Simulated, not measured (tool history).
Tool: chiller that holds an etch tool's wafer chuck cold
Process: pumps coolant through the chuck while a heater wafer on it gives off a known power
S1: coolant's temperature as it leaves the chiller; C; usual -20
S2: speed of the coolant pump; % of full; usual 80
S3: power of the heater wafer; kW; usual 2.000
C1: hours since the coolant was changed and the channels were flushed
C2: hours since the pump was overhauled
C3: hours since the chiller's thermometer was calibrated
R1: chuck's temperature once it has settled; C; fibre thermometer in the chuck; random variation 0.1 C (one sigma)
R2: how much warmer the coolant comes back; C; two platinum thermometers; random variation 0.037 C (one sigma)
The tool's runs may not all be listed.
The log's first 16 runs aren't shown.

run	hour	S1	S2	S3	C1	C2	C3	R1	R2
17	610.8	-20	89	2.000	3863	1020	3094	-0.7	6.58
18	655.5	-20	89	2.000	3908	1065	3139	-0.8	6.55
19	686.0	-27	89	2.000	3939	1095	3169	-7.8	6.52
20	726.4	-27	89	2.000	3979	1136	3210	-7.8	6.60
21	783.3	-14	64	1.018	4036	1193	3266	-1.2	4.76
22	826.5	-20	69	1.122	4079	1236	3310	-6.7	4.80
23	879.3	-20	69	2.569	4132	1289	3362	11.0	11.02
24	906.0	-24	65	2.483	4158	1315	3389	7.6	11.35
25	938.3	-20	80	1.152	4191	1348	3421	-8.0	4.31
26	966.0	-20	80	1.571	4219	1375	3449	-3.5	5.81
27	995.2	-14	61	2.571	4248	1405	3478	20.8	12.57
28	1026.6	-20	68	1.065	4279	1436	3510	-7.2	4.60
29	1051.0	-20	68	1.065	4304	1460	3534	-7.1	4.63
30	1104.8	-20	68	1.910	4357	1514	3588	3.5	8.39
31	1163.4	-20	76	1.910	4416	1573	3647	1.4	7.43

4 ways to go on from here, each from the tool as it stands after run 31. What would each give?
A	1203.4	-20	80	2.618	4456	1613	3686	?	?
B	1203.4	-20	72	2.000	4456	1613	3686	?	?
C	1203.4	-20	75	1.821	4456	1613	3686	?	?
D	1203.4	-25	69	2.706	4456	1613	3686	?	?

run	R1	R2
A	8.3	9.71
B	3.6	8.24
C	0.7	7.25
D	8.3	11.64
Without the tool's hidden state the same runs would have given:
run	R1	R2
A	4.2	9.56
B	0.3	8.11
C	-2.1	7.13
D	3.4	11.46
